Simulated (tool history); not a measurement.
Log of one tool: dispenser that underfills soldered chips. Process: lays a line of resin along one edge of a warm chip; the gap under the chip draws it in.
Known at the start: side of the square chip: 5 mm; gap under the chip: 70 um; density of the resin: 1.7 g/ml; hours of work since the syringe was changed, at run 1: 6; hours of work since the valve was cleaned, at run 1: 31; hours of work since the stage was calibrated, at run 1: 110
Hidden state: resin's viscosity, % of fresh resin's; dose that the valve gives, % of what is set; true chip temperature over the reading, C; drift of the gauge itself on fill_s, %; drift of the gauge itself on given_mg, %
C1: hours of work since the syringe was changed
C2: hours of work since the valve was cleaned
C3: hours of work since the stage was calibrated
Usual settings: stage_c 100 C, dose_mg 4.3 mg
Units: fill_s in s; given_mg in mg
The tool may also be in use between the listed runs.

{"run": 1, "hour": 0.0, "stage_c": 100, "dose_mg": 4.3, "C1": 6, "C2": 31, "C3": 110, "fill_s": 21.7, "given_mg": 4.212}
{"hour": 4.8, "done": "new syringe of resin"}
{"run": 2, "hour": 6.5, "stage_c": 100, "dose_mg": 4.3, "C1": 1, "C2": 35, "C3": 114, "fill_s": 16.4, "given_mg": 4.181}
{"run": 3, "hour": 15.9, "stage_c": 100, "dose_mg": 4.3, "C1": 7, "C2": 41, "C3": 120, "fill_s": 23.4, "given_mg": 4.16}
{"hour": 18.8, "done": "new syringe of resin"}
{"run": 4, "hour": 23.6, "stage_c": 100, "dose_mg": 4.3, "C1": 3, "C2": 45, "C3": 125, "fill_s": 18.4, "given_mg": 4.171}
{"run": 5, "hour": 30.7, "stage_c": 100, "dose_mg": 4.3, "C1": 7, "C2": 50, "C3": 129, "fill_s": 24.4, "given_mg": 4.156}
{"hour": 33.4, "done": "new syringe of resin"}
{"run": 6, "hour": 41.6, "stage_c": 100, "dose_mg": 4.3, "C1": 5, "C2": 56, "C3": 136, "fill_s": 20.5, "given_mg": 4.105}
{"hour": 48.3, "done": "new syringe of resin"}
{"run": 7, "hour": 52.5, "stage_c": 100, "dose_mg": 4.3, "C1": 3, "C2": 63, "C3": 142, "fill_s": 18.6, "given_mg": 4.115}
{"run": 8, "hour": 60.6, "stage_c": 100, "dose_mg": 4.3, "C1": 8, "C2": 68, "C3": 147, "fill_s": 23.7, "given_mg": 4.108}
{"hour": 63.2, "done": "new syringe of resin"}
{"hour": 68.2, "done": "dispensing valve cleaned and set on the balance"}
{"run": 9, "hour": 68.2, "stage_c": 100, "dose_mg": 4.3, "C1": 3, "C2": 0, "C3": 151, "fill_s": 18.6, "given_mg": 4.303}
{"hour": 78.5, "done": "new syringe of resin"}
{"run": 10, "hour": 79.2, "stage_c": 96, "dose_mg": 4.3, "C1": 0, "C2": 7, "C3": 158, "fill_s": 19.6, "given_mg": 4.285}
{"run": 11, "hour": 87.9, "stage_c": 96, "dose_mg": 4.3, "C1": 6, "C2": 12, "C3": 163, "fill_s": 26.3, "given_mg": 4.258}
{"hour": 92.8, "done": "new syringe of resin"}
{"run": 12, "hour": 96.1, "stage_c": 92, "dose_mg": 4.3, "C1": 2, "C2": 17, "C3": 168, "fill_s": 24.7, "given_mg": 4.24}
{"run": 13, "hour": 100.8, "stage_c": 100, "dose_mg": 4.22, "C1": 5, "C2": 20, "C3": 171, "fill_s": 21, "given_mg": 4.153}
{"hour": 107.2, "done": "new syringe of resin"}
{"run": 14, "hour": 107.4, "stage_c": 108, "dose_mg": 4.87, "C1": 0, "C2": 24, "C3": 175, "fill_s": 10.5, "given_mg": 4.786}
{"run": 15, "hour": 116.8, "stage_c": 114, "dose_mg": 5.57, "C1": 6, "C2": 30, "C3": 181, "fill_s": 11.4, "given_mg": 5.44}
{"hour": 121.5, "done": "new syringe of resin"}
{"run": 16, "hour": 125.1, "stage_c": 95, "dose_mg": 4.52, "C1": 2, "C2": 35, "C3": 186, "fill_s": 21, "given_mg": 4.407}
{"run": 17, "hour": 130.4, "stage_c": 109, "dose_mg": 3.86, "C1": 6, "C2": 38, "C3": 189, "fill_s": 14.8, "given_mg": 3.76}
{"hour": 136.1, "done": "new syringe of resin"}
{"run": 18, "hour": 140.6, "stage_c": 109, "dose_mg": 3.86, "C1": 3, "C2": 44, "C3": 195, "fill_s": 12.8, "given_mg": 3.742}
{"run": 19, "hour": 146.4, "stage_c": 96, "dose_mg": 4.29, "C1": 6, "C2": 48, "C3": 199, "fill_s": 26.6, "given_mg": 4.157}
{"hour": 150.7, "done": "new syringe of resin"}
{"run": 20, "hour": 157.5, "stage_c": 96, "dose_mg": 4.29, "C1": 4, "C2": 54, "C3": 205, "fill_s": 23.1, "given_mg": 4.123}
{"hour": 165.1, "done": "new syringe of resin"}
{"run": 21, "hour": 168.9, "stage_c": 106, "dose_mg": 5.2, "C1": 2, "C2": 61, "C3": 212, "fill_s": 14.1, "given_mg": 4.963}
{"hour": 179.5, "done": "new syringe of resin"}
{"run": 22, "hour": 180.5, "stage_c": 113, "dose_mg": 5.01, "C1": 1, "C2": 68, "C3": 219, "fill_s": 9.1, "given_mg": 4.767}
{"hour": 187.4, "done": "dispensing valve cleaned and set on the balance"}
{"run": 23, "hour": 192.8, "stage_c": 106, "dose_mg": 3.82, "C1": 8, "C2": 3, "C3": 226, "fill_s": 18.6, "given_mg": 3.814}
{"hour": 194.9, "done": "new syringe of resin"}
{"run": 24, "hour": 200.3, "stage_c": 106, "dose_mg": 3.75, "C1": 3, "C2": 8, "C3": 231, "fill_s": 14.5, "given_mg": 3.726}
{"hour": 209.6, "done": "new syringe of resin"}
{"run": 25, "hour": 211.7, "stage_c": 91, "dose_mg": 3.75, "C1": 1, "C2": 15, "C3": 238, "fill_s": 25.1, "given_mg": 3.716}

5 ways to go on from here, each from the tool as it stands after run 25. What would each give?
{"run": "A", "hour": 219.5, "stage_c": 103, "dose_mg": 4.3, "C1": 6, "C2": 20, "C3": 243, "fill_s": "?", "given_mg": "?"}
{"run": "B", "hour": 219.5, "stage_c": 100, "dose_mg": 4.54, "C1": 6, "C2": 20, "C3": 243, "fill_s": "?", "given_mg": "?"}
{"run": "C", "hour": 219.5, "stage_c": 100, "dose_mg": 4.52, "C1": 6, "C2": 20, "C3": 243, "fill_s": "?", "given_mg": "?"}
{"run": "D", "hour": 219.5, "stage_c": 104, "dose_mg": 3.88, "C1": 6, "C2": 20, "C3": 243, "fill_s": "?", "given_mg": "?"}
{"run": "E", "hour": 219.5, "stage_c": 88, "dose_mg": 3.75, "C1": 6, "C2": 20, "C3": 243, "fill_s": "?", "given_mg": "?"}

run=A fill_s=19.3 given_mg=4.24
run=B fill_s=21.5 given_mg=4.484
run=C fill_s=21.5 given_mg=4.434
run=D fill_s=19.6 given_mg=3.829
run=E fill_s=38.5 given_mg=3.681
Without the tool's hidden state the same runs would have given:
run=A fill_s=13.6 given_mg=4.301
run=B fill_s=15.1 given_mg=4.548
run=C fill_s=15 given_mg=4.498
run=D fill_s=13.9 given_mg=3.884
run=E fill_s=26.9 given_mg=3.735

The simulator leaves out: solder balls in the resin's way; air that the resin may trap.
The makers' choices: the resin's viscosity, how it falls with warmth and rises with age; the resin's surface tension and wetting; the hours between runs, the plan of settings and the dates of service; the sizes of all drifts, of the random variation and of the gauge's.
